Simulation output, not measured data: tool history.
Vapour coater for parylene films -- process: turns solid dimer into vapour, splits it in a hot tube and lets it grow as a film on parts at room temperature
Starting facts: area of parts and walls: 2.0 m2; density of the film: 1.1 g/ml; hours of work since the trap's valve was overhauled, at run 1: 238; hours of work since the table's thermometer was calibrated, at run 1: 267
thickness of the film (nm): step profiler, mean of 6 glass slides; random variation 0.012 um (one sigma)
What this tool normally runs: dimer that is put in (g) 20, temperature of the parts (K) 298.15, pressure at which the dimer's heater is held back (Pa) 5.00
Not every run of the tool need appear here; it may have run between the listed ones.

| run | day | dimer that is put in (g) | temperature of the parts (K) | pressure at which the dimer's heater is held back (Pa) | hours of work since the trap's valve was overhauled | hours of work since the table's thermometer was calibrated | thickness of the film (nm) |
|---|---|---|---|---|---|---|---|
| 1 | 0.000 | 20 | 298.15 | 5.00 | 238 | 267 | 5320 |
| 2 | 0.600 | 20 | 298.15 | 5.00 | 251 | 279 | 5320 |
| 3 | 1.175 | 20 | 298.15 | 5.00 | 262 | 291 | 5320 |
| 4 | 2.025 | 20 | 298.15 | 5.00 | 280 | 308 | 5310 |
| 5 | 3.000 | 20 | 297.15 | 5.00 | 299 | 328 | 5460 |
| 6 | 3.846 | 20 | 293.15 | 5.00 | 316 | 345 | 6140 |
| 7 | 4.325 | 20 | 293.15 | 11.09 | 326 | 355 | 5820 |
| 8 | 5.433 | 20 | 293.15 | 11.09 | 349 | 377 | 5820 |
| 9 | 6.158 | 20 | 293.15 | 5.79 | 363 | 392 | 6040 |
| 10 | 6.654 | 20 | 301.15 | 5.00 | 373 | 402 | 4810 |
| 11 | 7.458 | 14 | 301.15 | 5.00 | 390 | 418 | 3380 |

3 options for the next run, each taken on its own from the tool as it stands now. Forecast them:
| A | 8.588 | 12 | 301.15 | 8.10 | 413 | 441 | ? |
| B | 8.588 | 26 | 298.15 | 4.09 | 413 | 441 | ? |
| C | 8.588 | 28 | 304.15 | 2.73 | 413 | 441 | ? |

| run | thickness of the film (nm) |
|---|---|
| A | 2800 |
| B | 6920 |
| C | 6390 |
With no hidden state in the tool, these same runs would have given:
| run | thickness of the film (nm) |
|---|---|
| A | 2900 |
| B | 7180 |
| C | 6640 |
